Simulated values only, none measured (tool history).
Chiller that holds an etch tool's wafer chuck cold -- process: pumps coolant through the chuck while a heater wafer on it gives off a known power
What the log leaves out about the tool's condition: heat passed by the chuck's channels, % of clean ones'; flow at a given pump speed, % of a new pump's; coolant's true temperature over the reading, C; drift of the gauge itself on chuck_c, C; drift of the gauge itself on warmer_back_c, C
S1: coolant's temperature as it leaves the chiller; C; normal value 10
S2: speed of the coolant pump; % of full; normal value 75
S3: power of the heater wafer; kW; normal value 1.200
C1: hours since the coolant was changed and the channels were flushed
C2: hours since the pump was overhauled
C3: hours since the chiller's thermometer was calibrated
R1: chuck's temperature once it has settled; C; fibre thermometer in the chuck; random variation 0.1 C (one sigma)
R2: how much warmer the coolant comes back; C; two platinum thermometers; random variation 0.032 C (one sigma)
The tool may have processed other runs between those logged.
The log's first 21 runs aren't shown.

Run 22, hour 1443.6: usual settings but S1 6 C, S2 60 % of full, S3 0.739 kW; C1 699; C2 3513; C3 1319. Result: R1 13.5 C, R2 2.91 C.
Run 23, hour 1492.0: usual settings but S1 14 C, S2 91 % of full, S3 0.624 kW; C1 748; C2 3561; C3 1368. Result: R1 18.5 C, R2 1.51 C.
Run 24, hour 1582.3: usual settings but S1 14 C, S2 91 % of full, S3 0.624 kW; C1 838; C2 3651; C3 1458. Result: R1 18.7 C, R2 1.52 C.
Run 25, hour 1644.3: usual settings but S1 14 C, S2 91 % of full, S3 0.624 kW; C1 900; C2 3713; C3 1520. Result: R1 18.6 C, R2 1.51 C.
Run 26, hour 1725.9: usual settings but S1 7 C, S3 0.658 kW; C1 981; C2 3795; C3 1601. Result: R1 12.6 C, R2 1.98 C.
Run 27, hour 1770.6: usual settings but S1 7 C, S2 73 % of full, S3 1.071 kW; C1 1026; C2 3839; C3 1646. Result: R1 16.3 C, R2 3.32 C.
Run 28, hour 1814.5: usual settings but S1 19 C, S2 99 % of full, S3 1.708 kW; C1 1070; C2 3883; C3 1690. Result: R1 30.6 C, R2 3.75 C.
Run 29, hour 1891.8: usual settings but S1 14 C, S2 73 % of full, S3 1.065 kW; C1 1147; C2 3961; C3 1767. Result: R1 23.4 C, R2 3.35 C.
Run 30, hour 1945.1: usual settings but S3 0.811 kW; C1 1201; C2 4014; C3 1821. Result: R1 16.9 C, R2 2.42 C.
Run 31, hour 2006.3: usual settings but S3 0.811 kW; C1 1262; C2 4075; C3 1882. Result: R1 16.8 C, R2 2.45 C.
Run 32, hour 2049.0: usual settings but S1 18 C, S3 0.701 kW; C1 1305; C2 4118; C3 1925. Result: R1 24.0 C, R2 2.11 C.

4 options for the next run, each taken on its own from the tool as it stands now. Forecast them:
Run A, hour 2129.8: usual settings but S1 0 C, S2 80 % of full; C1 1385; C2 4199; C3 2005. Result: R1 ?, R2 ?.
Run B, hour 2129.8: usual settings but S1 5 C, S2 81 % of full, S3 1.300 kW; C1 1385; C2 4199; C3 2005. Result: R1 ?, R2 ?.
Run C, hour 2129.8: usual settings but S1 15 C, S2 85 % of full, S3 0.734 kW; C1 1385; C2 4199; C3 2005. Result: R1 ?, R2 ?.
Run D, hour 2129.8: usual settings but S1 3 C, S2 62 % of full; C1 1385; C2 4199; C3 2005. Result: R1 ?, R2 ?.

run    R1    R2
  A   9.7  3.37
  B  15.3  3.56
  C  20.8  1.85
  D  15.0  4.52
What these runs would have given with no unlogged condition in the tool:
run    R1    R2
  A   9.7  3.37
  B  15.3  3.56
  C  20.8  1.84
  D  15.0  4.51

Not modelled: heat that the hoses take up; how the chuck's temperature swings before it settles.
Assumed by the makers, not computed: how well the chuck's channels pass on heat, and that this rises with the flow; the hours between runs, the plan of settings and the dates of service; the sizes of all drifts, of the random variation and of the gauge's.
